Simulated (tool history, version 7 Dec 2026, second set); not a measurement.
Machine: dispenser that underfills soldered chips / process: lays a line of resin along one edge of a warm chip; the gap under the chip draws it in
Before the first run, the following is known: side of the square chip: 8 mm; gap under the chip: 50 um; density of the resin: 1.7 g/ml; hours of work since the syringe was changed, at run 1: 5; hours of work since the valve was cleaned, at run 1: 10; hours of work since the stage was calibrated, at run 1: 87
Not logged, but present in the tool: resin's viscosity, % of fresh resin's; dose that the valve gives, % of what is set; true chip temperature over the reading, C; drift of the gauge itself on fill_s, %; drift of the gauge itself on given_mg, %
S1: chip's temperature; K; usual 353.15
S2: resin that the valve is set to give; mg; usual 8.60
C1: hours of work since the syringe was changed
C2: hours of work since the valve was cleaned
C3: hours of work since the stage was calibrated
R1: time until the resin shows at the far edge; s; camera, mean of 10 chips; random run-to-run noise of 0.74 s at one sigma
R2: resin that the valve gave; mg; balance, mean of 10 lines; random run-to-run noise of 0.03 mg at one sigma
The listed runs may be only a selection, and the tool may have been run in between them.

run,hour,S1,S2,C1,C2,C3,R1,R2
1,0.0,353.15,8.60,5,10,87,85.4,8.55
2,7.0,353.15,8.60,10,16,92,103.0,8.51
# hour 9.6: new syringe of resin
3,20.1,353.15,8.60,8,25,101,94.4,8.46
# hour 26.3: new syringe of resin
4,34.8,353.15,8.60,6,35,111,88.2,8.33
# hour 42.7: new syringe of resin
5,49.9,353.15,8.60,5,46,122,84.5,8.34
# hour 59.2: new syringe of resin
6,62.1,363.15,8.60,2,54,130,57.7,8.21
7,69.1,353.15,8.60,7,59,135,93.2,8.20
# hour 76.4: new syringe of resin
# hour 77.4: dispensing valve cleaned and set on the balance
8,87.1,339.15,8.60,7,7,147,141.4,8.60
# hour 93.6: new syringe of resin
9,97.8,339.15,8.60,3,14,155,122.7,8.52
# hour 110.3: new syringe of resin
10,113.5,339.15,8.60,2,25,166,120.9,8.45
11,125.0,339.15,8.60,10,34,174,166.5,8.38
# hour 127.3: new syringe of resin
12,137.4,341.15,8.82,7,42,182,133.5,8.55
# hour 143.7: new syringe of resin
13,153.5,341.15,8.82,7,54,194,135.0,8.43
# hour 160.9: new syringe of resin
14,161.5,360.15,7.87,0,59,199,60.2,7.50
# hour 170.6: dispensing valve cleaned and set on the balance
15,175.9,360.15,7.87,10,4,209,87.5,7.82

What if the next run were any one of these 4? Each begins from the tool's condition after run 15:
# hour 178.5: new syringe of resin
A,192.7,343.15,8.23,10,16,221,?,?
# hour 178.5: new syringe of resin
B,192.7,349.15,7.87,10,16,221,?,?
# hour 178.5: new syringe of resin
C,192.7,353.15,8.38,10,16,221,?,?
# hour 178.5: new syringe of resin
D,192.7,345.15,10.26,10,16,221,?,?

run,R1,R2
A,145.7,8.12
B,117.8,7.77
C,107.1,8.29
D,133.0,10.11
With no hidden state in the tool, these same runs would have given:
run,R1,R2
A,92.8,8.23
B,75.2,7.87
C,68.5,8.41
D,84.8,10.24

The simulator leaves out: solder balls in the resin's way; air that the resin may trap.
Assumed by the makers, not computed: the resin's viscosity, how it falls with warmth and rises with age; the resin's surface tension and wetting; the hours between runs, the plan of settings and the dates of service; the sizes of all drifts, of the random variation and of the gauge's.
